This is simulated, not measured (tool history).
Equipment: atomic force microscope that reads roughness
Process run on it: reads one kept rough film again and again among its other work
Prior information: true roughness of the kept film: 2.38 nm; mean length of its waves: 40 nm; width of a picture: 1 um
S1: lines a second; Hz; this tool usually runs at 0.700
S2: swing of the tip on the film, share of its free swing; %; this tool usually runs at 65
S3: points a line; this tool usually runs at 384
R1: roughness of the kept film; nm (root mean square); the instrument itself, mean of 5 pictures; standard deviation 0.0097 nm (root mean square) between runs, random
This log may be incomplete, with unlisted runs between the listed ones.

run 1 day=0.000 | S1=0.700 S2=65 S3=384 | R1=2.211
run 2 day=1.808 | S1=0.700 S2=65 S3=384 | R1=2.207
run 3 day=2.562 | S1=0.700 S2=65 S3=384 | R1=2.184
-- day=3.654 new tip fitted
run 4 day=3.958 | S1=0.700 S2=65 S3=384 | R1=2.190
run 5 day=5.083 | S1=0.700 S2=65 S3=384 | R1=2.208
run 6 day=6.208 | S1=0.700 S2=65 S3=384 | R1=2.197
run 7 day=6.971 | S1=0.700 S2=65 S3=384 | R1=2.195
run 8 day=7.821 | S1=0.700 S2=65 S3=384 | R1=2.198
-- day=8.512 new tip fitted
run 9 day=8.692 | S1=3.147 S2=75 S3=354 | R1=1.763
run 10 day=10.038 | S1=1.394 S2=71 S3=455 | R1=2.075
run 11 day=11.446 | S1=1.394 S2=71 S3=455 | R1=2.076
run 12 day=12.500 | S1=3.775 S2=65 S3=990 | R1=1.913
-- day=13.400 new tip fitted
run 13 day=13.833 | S1=3.082 S2=80 S3=694 | R1=1.677
run 14 day=15.617 | S1=0.700 S2=65 S3=375 | R1=2.211
run 15 day=16.712 | S1=0.700 S2=65 S3=375 | R1=2.197

Predict each of these 5 candidate next runs independently; none follows another, all start after run 15:
-- day=18.254 new tip fitted
run A day=18.375 | S1=0.700 S2=65 S3=314 | R1=?
-- day=18.254 new tip fitted
run B day=18.375 | S1=0.700 S2=66 S3=259 | R1=?
-- day=18.254 new tip fitted
run C day=18.375 | S1=0.845 S2=76 S3=384 | R1=?
-- day=18.254 new tip fitted
run D day=18.375 | S1=0.552 S2=78 S3=384 | R1=?
-- day=18.254 new tip fitted
run E day=18.375 | S1=0.556 S2=79 S3=375 | R1=?

run=A R1=2.207
run=B R1=2.179
run=C R1=2.111
run=D R1=2.156
run=E R1=2.143
Had the tool no hidden state, the same runs would have come out as:
run=A R1=2.207
run=B R1=2.179
run=C R1=2.111
run=D R1=2.157
run=E R1=2.144
